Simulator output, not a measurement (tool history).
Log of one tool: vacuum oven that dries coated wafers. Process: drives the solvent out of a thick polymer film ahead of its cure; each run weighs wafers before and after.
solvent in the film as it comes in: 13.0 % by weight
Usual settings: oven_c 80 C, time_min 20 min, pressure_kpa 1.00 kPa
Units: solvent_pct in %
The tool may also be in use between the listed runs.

run 1 hour=0.0 | oven_c=80 time_min=20 pressure_kpa=1.00 | solvent_pct=0.65
run 2 hour=92.0 | oven_c=80 time_min=24 pressure_kpa=1.00 | solvent_pct=0.56
run 3 hour=171.2 | oven_c=80 time_min=24 pressure_kpa=1.00 | solvent_pct=0.55
run 4 hour=231.5 | oven_c=80 time_min=24 pressure_kpa=1.00 | solvent_pct=0.52
run 5 hour=283.0 | oven_c=80 time_min=24 pressure_kpa=1.00 | solvent_pct=0.54
run 6 hour=381.9 | oven_c=80 time_min=20 pressure_kpa=1.00 | solvent_pct=0.66
run 7 hour=490.1 | oven_c=80 time_min=20 pressure_kpa=1.00 | solvent_pct=0.65
run 8 hour=535.6 | oven_c=91 time_min=23 pressure_kpa=2.28 | solvent_pct=0.71
run 9 hour=624.5 | oven_c=91 time_min=24 pressure_kpa=0.72 | solvent_pct=0.24
run 10 hour=709.2 | oven_c=82 time_min=14 pressure_kpa=3.08 | solvent_pct=1.68
-- hour=717.0 vacuum gauge cleaned of residue and calibrated
run 11 hour=786.1 | oven_c=82 time_min=14 pressure_kpa=3.08 | solvent_pct=1.64
run 12 hour=849.8 | oven_c=82 time_min=14 pressure_kpa=3.08 | solvent_pct=1.66
-- hour=907.1 vacuum gauge cleaned of residue and calibrated, once more
run 13 hour=911.3 | oven_c=82 time_min=14 pressure_kpa=3.08 | solvent_pct=1.57
-- hour=974.8 oven's thermocouples calibrated
run 14 hour=1016.2 | oven_c=80 time_min=28 pressure_kpa=1.67 | solvent_pct=0.85

Hidden state or all else? Some run-to-run changes of solvent_pct, split into what the settings, what came in and random variation would give without the hidden state, and what is left for the hidden state (with any gauge scatter that isn't in both results):
The hidden state here: true wafer temperature over the reading, C; true pressure over the reading, kPa; drift of the gauge itself on solvent_pct, %.
Run 9 -> 10: oven_c 91 -> 82, time_min 24 -> 14, pressure_kpa 0.72 -> 3.08. solvent_pct +1.44 %: hidden state -0.27, all else +1.71.
Run 13 -> 14: oven_c 82 -> 80, time_min 14 -> 28, pressure_kpa 3.08 -> 1.67, oven's thermocouples calibrated. solvent_pct -0.72 %: hidden state +0.32, all else -1.04.
